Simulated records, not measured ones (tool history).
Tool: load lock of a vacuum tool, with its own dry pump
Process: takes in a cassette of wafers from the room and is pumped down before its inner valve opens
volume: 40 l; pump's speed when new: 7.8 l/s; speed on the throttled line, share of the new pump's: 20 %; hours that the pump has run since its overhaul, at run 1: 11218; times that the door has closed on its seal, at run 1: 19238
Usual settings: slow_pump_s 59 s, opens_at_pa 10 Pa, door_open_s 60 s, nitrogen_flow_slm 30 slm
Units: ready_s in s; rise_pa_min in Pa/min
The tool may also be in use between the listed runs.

| run | hour | slow_pump_s | opens_at_pa | door_open_s | nitrogen_flow_slm | hours that the pump has run since its overhaul | times that the door has closed on its seal | incoming humidity of the room's air, % | ready_s | rise_pa_min |
|---|---|---|---|---|---|---|---|---|---|---|
| 1 | 0 | 59 | 10 | 60 | 30 | 11218 | 19238 | 44.3 | 102.4 | 0.102 |
| 2 | 377.6 | 59 | 10 | 60 | 30 | 11596 | 20219 | 43.5 | 100.9 | 0.103 |
| 3 | 882.5 | 58 | 10 | 60 | 30 | 12101 | 21532 | 45.8 | 101.5 | 0.112 |
| 4 | 1243.6 | 58 | 10 | 60 | 30 | 12462 | 22470 | 45.6 | 102.1 | 0.123 |
| 5 | 1639.2 | 58 | 10 | 60 | 30 | 12857 | 23499 | 46.8 | 101.6 | 0.13 |
| 6 | 2135.8 | 58 | 10 | 60 | 30 | 13354 | 24789 | 43.5 | 102.2 | 0.14 |
| 7 | 2831.9 | 58 | 10 | 60 | 30 | 14050 | 26599 | 44.1 | 103 | 0.155 |
| 8 | 3386.5 | 58 | 10 | 60 | 30 | 14605 | 28041 | 48.7 | 101.9 | 0.166 |
| 9 | 3822.6 | 59 | 10 | 60 | 30 | 15041 | 29174 | 45.2 | 105.5 | 0.183 |
| 10 | 4324.2 | 59 | 10 | 29 | 30 | 15542 | 30478 | 46.3 | 104 | 0.185 |
| 11 | 4992.9 | 59 | 10 | 29 | 30 | 16211 | 32216 | 47.5 | 104.5 | 0.204 |
| 12 | 5677.3 | 59 | 10 | 29 | 14 | 16895 | 33995 | 47.7 | 106.3 | 0.221 |
| 13 | 6023.6 | 83 | 10 | 60 | 30 | 17242 | 34896 | 42.3 | 123.7 | 0.229 |
| 14 | 6528.1 | 59 | 10 | 169 | 30 | 17746 | 36207 | 46.6 | 107.9 | 0.253 |
| 15 | 7177.1 | 59 | 10 | 169 | 30 | 18395 | 37894 | 44.2 | 106.1 | 0.273 |
| 16 | 7663.4 | 59 | 12 | 60 | 30 | 18881 | 39158 | 42.4 | 107 | 0.269 |
|  | 7864.7 | door's seal changed, seat wiped |
|  | 8013.7 | dry pump taken out, an overhauled one fitted |
| 17 | 8047.3 | 59 | 12 | 60 | 30 | 34 | 460 | 42.8 | 94.1 | 0.019 |
| 18 | 8739.5 | 59 | 16 | 60 | 30 | 726 | 2259 | 49.3 | 93 | 0.022 |
| 19 | 9306.8 | 83 | 10 | 60 | 16 | 1293 | 3733 | 46.7 | 115.9 | 0.027 |
| 20 | 9821.9 | 59 | 11 | 60 | 12 | 1808 | 5072 | 46.6 | 95.6 | 0.042 |
| 21 | 10503.1 | 34 | 10 | 158 | 15 | 2489 | 6843 | 48.7 | 75.3 | 0.06 |
| 22 | 10947.6 | 59 | 10 | 162 | 30 | 2934 | 7999 | 40.6 | 97.8 | 0.048 |
| 23 | 11408.9 | 59 | 12 | 184 | 30 | 3395 | 9198 | 45.5 | 94.8 | 0.054 |
| 24 | 12049.5 | 59 | 12 | 184 | 30 | 4036 | 10863 | 47.1 | 96.7 | 0.067 |
| 25 | 12412.6 | 86 | 8 | 83 | 7 | 4399 | 11807 | 48.4 | 120.5 | 0.081 |
| 26 | 12914.7 | 86 | 8 | 83 | 7 | 4901 | 13112 | 44.5 | 119.6 | 0.08 |
| 27 | 13315.1 | 59 | 10 | 173 | 6 | 5301 | 14153 | 43.9 | 97.3 | 0.103 |
| 28 | 13685.1 | 82 | 12 | 60 | 30 | 5671 | 15115 | 48.5 | 114.9 | 0.078 |
| 29 | 14019.8 | 37 | 10 | 40 | 25 | 6006 | 15984 | 44.2 | 81.1 | 0.075 |
| 30 | 14693.3 | 32 | 10 | 40 | 43 | 6680 | 17735 | 44.8 | 77.3 | 0.078 |
| 31 | 15376.3 | 59 | 13 | 60 | 30 | 7363 | 19511 | 46.6 | 98.2 | 0.098 |
| 32 | 15717.5 | 43 | 16 | 151 | 30 | 7704 | 20398 | 43.7 | 84.6 | 0.113 |
| 33 | 16363.4 | 43 | 16 | 34 | 7 | 8350 | 22076 | 47.1 | 84 | 0.12 |
| 34 | 16921.6 | 114 | 10 | 229 | 8 | 8908 | 23527 | 43 | 143.2 | 0.165 |
| 35 | 17583.4 | 114 | 10 | 135 | 21 | 9570 | 25248 | 48.1 | 142.9 | 0.154 |
| 36 | 17949.6 | 97 | 13 | 34 | 30 | 9936 | 26200 | 44.8 | 130.5 | 0.154 |

How the hidden state differs across the entries between the runs, from the last listed run before each to the first after it:
Between runs 16 and 17: door's seal changed, seat wiped (hour 7864.7); dry pump taken out, an overhauled one fitted (hour 8013.7)
  pump's speed, % of a new pump's: 73.9 -> 99.6; leak at the door's seal, Pa l/s: 0.1748 -> 0.0031
  measured less the result without the state, ready_s: +12.5 -> +0.1 s; rise_pa_min: +0.256 -> +0.002 Pa/min
